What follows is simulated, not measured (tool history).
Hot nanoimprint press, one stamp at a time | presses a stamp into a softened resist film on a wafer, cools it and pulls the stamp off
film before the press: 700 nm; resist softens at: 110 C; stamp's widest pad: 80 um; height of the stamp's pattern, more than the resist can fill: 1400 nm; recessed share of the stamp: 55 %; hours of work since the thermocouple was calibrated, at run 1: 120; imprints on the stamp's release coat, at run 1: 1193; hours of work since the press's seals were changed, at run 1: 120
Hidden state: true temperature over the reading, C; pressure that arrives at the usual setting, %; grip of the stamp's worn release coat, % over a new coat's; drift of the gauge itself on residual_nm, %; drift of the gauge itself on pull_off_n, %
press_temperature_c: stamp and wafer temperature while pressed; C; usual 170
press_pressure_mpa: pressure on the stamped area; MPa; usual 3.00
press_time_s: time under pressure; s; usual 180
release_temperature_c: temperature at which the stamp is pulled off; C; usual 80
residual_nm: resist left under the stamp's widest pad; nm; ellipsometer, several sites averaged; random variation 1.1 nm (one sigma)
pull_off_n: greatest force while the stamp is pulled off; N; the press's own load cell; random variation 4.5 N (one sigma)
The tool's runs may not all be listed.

run   hour  press_temperature_c  press_pressure_mpa  press_time_s  release_temperature_c  hours of work since the thermocouple was calibrated  imprints on the stamp's release coat  hours of work since the press's seals were changed  residual_nm  pull_off_n
  1    0.0                  170                3.00           180                     80                                                  120                                  1193                                                 120        352.6         229
  2   20.5                  170                3.00           180                     80                                                  131                                  1277                                                 131        353.1         236
      31.9  -- stamp cleaned and given a new release coat
  3   46.0                  170                3.00           180                     80                                                  142                                    58                                                 142        353.3         235
  4   59.5                  170                3.00           180                     80                                                  149                                   114                                                 149        353.7         231
  5   72.6                  170                3.00           180                     80                                                  156                                   167                                                 156        352.8         224
  6   90.3                  170                3.00           180                     80                                                  165                                   240                                                 165        351.8         229
  7  105.3                  170                3.00           180                     80                                                  173                                   302                                                 173        351.4         230
  8  129.3                  170                3.00           180                     80                                                  186                                   400                                                 186        352.0         224
  9  144.2                  170                3.00           180                     80                                                  194                                   461                                                 194        352.9         229
 10  166.0                  170                3.00           180                     80                                                  206                                   551                                                 206        349.7         233
 11  180.4                  170                3.00           180                     80                                                  213                                   610                                                 213        350.4         236
 12  200.9                  170                3.00           180                     80                                                  224                                   694                                                 224        352.1         231
 13  217.3                  170                3.00           180                     80                                                  233                                   762                                                 233        350.3         229
 14  239.9                  170                3.00           100                     80                                                  245                                   854                                                 245        416.6         228
 15  263.7                  170                3.00           100                     80                                                  258                                   952                                                 258        412.5         228
 16  278.6                  178                1.89           357                     76                                                  266                                  1013                                                 266        263.3         253
 17  291.3                  170                4.40           328                     76                                                  273                                  1065                                                 273        228.8         256
 18  308.7                  169                4.40           139                     76                                                  282                                  1137                                                 282        320.0         257
 19  322.1                  170                2.76           275                     78                                                  289                                  1192                                                 289        318.8         236
 20  344.7                  170                4.08           126                     80                                                  301                                  1285                                                 301        328.8         228
     354.8  -- stamp cleaned and given a new release coat
 21  362.7                  170                4.08           126                     80                                                  308                                    33                                                 308        328.6         238
 22  385.2                  170                1.94           126                     87                                                  320                                   125                                                 320        470.9         181
 23  396.0                  164                2.64           122                     80                                                  325                                   169                                                 325        504.4         229
 24  409.0                  177                3.55           211                     81                                                  332                                   223                                                 332        222.8         225
 25  420.9                  182                3.00           109                     80                                                  339                                   272                                                 339        255.1         238
 26  444.9                  164                3.30           109                     80                                                  351                                   370                                                 351        473.6         234
 27  456.9                  164                3.30           109                     80                                                  358                                   420                                                 358        475.1         246
 28  474.4                  161                2.37           336                     65                                                  367                                   492                                                 367        460.5         340
 29  498.3                  159                3.00           180                     76                                                  380                                   590                                                 380        514.6         263

3 ways to go on from here, each from the tool as it stands after run 29. What would each give?
  A  519.0                  170                2.72           180                     86                                                  391                                   675                                                 391            ?           ?
  B  519.0                  179                3.00           299                     76                                                  391                                   675                                                 391            ?           ?
  C  519.0                  159                3.00           172                     71                                                  391                                   675                                                 391            ?           ?

run  residual_nm  pull_off_n
  A        359.6         192
  B        200.0         262
  C        518.1         291
Without the tool's hidden state the same runs would have given:
run  residual_nm  pull_off_n
  A        369.7         192
  B        205.6         261
  C        532.4         291

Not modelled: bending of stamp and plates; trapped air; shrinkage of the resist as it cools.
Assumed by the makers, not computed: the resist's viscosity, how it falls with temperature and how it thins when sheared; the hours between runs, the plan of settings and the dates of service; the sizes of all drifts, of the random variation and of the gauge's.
